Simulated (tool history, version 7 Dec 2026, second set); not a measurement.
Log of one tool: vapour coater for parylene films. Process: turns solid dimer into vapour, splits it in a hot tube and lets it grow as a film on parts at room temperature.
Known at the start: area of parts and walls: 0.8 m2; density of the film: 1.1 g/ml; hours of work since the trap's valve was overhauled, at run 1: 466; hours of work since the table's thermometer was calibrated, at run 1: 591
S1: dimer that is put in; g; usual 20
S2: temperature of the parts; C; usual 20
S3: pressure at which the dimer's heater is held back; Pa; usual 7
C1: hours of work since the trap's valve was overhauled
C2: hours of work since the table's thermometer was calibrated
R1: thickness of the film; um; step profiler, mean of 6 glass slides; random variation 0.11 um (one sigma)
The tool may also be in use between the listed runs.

run     day  S1  S2     S3   C1    C2     R1
  1       0  20  20      7  466   591  11.74
  2   0.467  20  20      7  476   600  11.68
  3   1.033  20  20   4.79  487   611  12.51
  4   1.688  20  31   4.79  500   624  10.17
  5   2.458  20  31   4.79  515   639  10.24
  6   3.033  20  31   4.79  526   651  10.11
  7   3.392  20  20   3.44  533   658  13.43
  8   3.996  20  20   3.44  545   670  13.44
  9    4.55  20  20      7  556   681  11.52
 10   4.933  20  20   4.87  563   688  12.24
 11   5.746  20  20   4.87  579   704  12.26
 12   6.542  20  20   4.87  595   720  12.22
 13   6.888  20  20   4.87  602   726  12.15
 14   7.388  20  20      7  612   736  11.17
 15   7.925  20  20      7  622   747  11.09
 16     8.3  20  20      7  630   754  11.13
 17   8.946  20  20      7  642   767  11.04
 18   9.754  20  20      7  658   783  11.08
 19  10.138  20  20      7  666   790  10.91
     10.488  -- trap's valve overhauled
 20  10.654  20  20      7    3   797  12.92
 21  11.271  20  20      7   15   809   12.9
 22   11.95  24  16   5.54   29   823  17.64
 23  12.733  24  24   3.45   44   838  17.01
 24  13.288  30  20   5.83   55   849  20.03
 25  13.688  20  24      7   63   857  11.81
 26  14.154  20  23   2.47   72   866  15.51
 27  14.704  20  23   2.47   83   877  15.07
 28  15.529  20  27   2.28   99   893  14.35
 29  16.192  20  12   2.93  112   906  18.08
 30  16.783   8  16   5.76  124   918   5.72
 31  17.262   8  16   5.76  133   927   5.71
 32  18.025   8  16   5.76  148   942    5.7
 33  18.425   8  16   5.76  156   950   5.62
 34  18.812  23  20      7  164   958  14.27
 35  19.521  23  20      7  178   972   14.4
 36  19.871  23  20      7  185   978  14.31
 37  20.296  23  19      7  193   987  14.48
 38  20.796  18  19   8.43  203   997  10.98
 39  21.254  16  19  11.54  212  1006   8.83
 40  21.962  16  19  11.54  226  1020   8.96
 41  22.721   9  20      7  240  1034    5.4
 42  23.183  20  20   2.62  250  1044  15.51

3 ways to go on from here, each from the tool as it stands after run 42. What would each give?
  A  23.604  26  20  2.62  258  1052   ?
  B  23.604  22  26  7.57  258  1052   ?
  C  23.604  20  13     7  258  1052   ?

run     R1
  A   20.1
  B  12.06
  C  14.06
Without the tool's hidden state the same runs would have given:
run     R1
  A  21.28
  B  12.77
  C  14.88

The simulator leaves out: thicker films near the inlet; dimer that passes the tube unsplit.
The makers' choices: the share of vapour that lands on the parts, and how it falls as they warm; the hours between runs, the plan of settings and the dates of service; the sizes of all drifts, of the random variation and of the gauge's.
